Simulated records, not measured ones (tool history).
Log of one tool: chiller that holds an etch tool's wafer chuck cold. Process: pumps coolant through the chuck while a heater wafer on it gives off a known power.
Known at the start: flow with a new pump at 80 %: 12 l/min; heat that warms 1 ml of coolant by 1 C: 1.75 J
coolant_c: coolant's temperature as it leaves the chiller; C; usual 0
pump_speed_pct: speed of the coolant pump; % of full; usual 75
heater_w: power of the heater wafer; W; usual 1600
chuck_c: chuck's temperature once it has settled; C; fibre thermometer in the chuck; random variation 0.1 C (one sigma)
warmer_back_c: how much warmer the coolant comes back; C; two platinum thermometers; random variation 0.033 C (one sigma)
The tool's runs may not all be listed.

| run | hour | coolant_c | pump_speed_pct | heater_w | chuck_c | warmer_back_c |
|---|---|---|---|---|---|---|
| 1 | 0.0 | 0 | 75 | 1600 | 14.1 | 4.91 |
| 2 | 85.9 | 0 | 75 | 1300 | 11.2 | 3.96 |
| 3 | 173.7 | 0 | 75 | 1959 | 17.3 | 6.04 |
| 4 | 321.0 | 0 | 75 | 1600 | 13.9 | 4.91 |
| 5 | 407.0 | 0 | 75 | 1600 | 14.1 | 4.96 |
| 6 | 494.0 | -4 | 79 | 2196 | 14.5 | 6.39 |
| 7 | 590.2 | -4 | 79 | 2196 | 14.7 | 6.42 |
| 8 | 689.3 | -4 | 79 | 2196 | 14.5 | 6.41 |
| 9 | 752.3 | -4 | 79 | 2196 | 14.7 | 6.42 |
| 10 | 900.4 | -3 | 75 | 1117 | 7.0 | 3.56 |

Forecast each of these 4 alternatives for the next run:
| A | 993.1 | -2 | 94 | 941 | ? | ? |
| B | 993.1 | 5 | 75 | 1117 | ? | ? |
| C | 993.1 | 5 | 61 | 1600 | ? | ? |
| D | 993.1 | -2 | 68 | 1637 | ? | ? |

| run | chuck_c | warmer_back_c |
|---|---|---|
| A | 5.1 | 2.39 |
| B | 14.9 | 3.56 |
| C | 21.5 | 6.22 |
| D | 13.6 | 5.68 |
Without the tool's hidden state the same runs would have given:
| run | chuck_c | warmer_back_c |
|---|---|---|
| A | 5.1 | 2.28 |
| B | 14.8 | 3.44 |
| C | 21.5 | 6.10 |
| D | 13.5 | 5.56 |
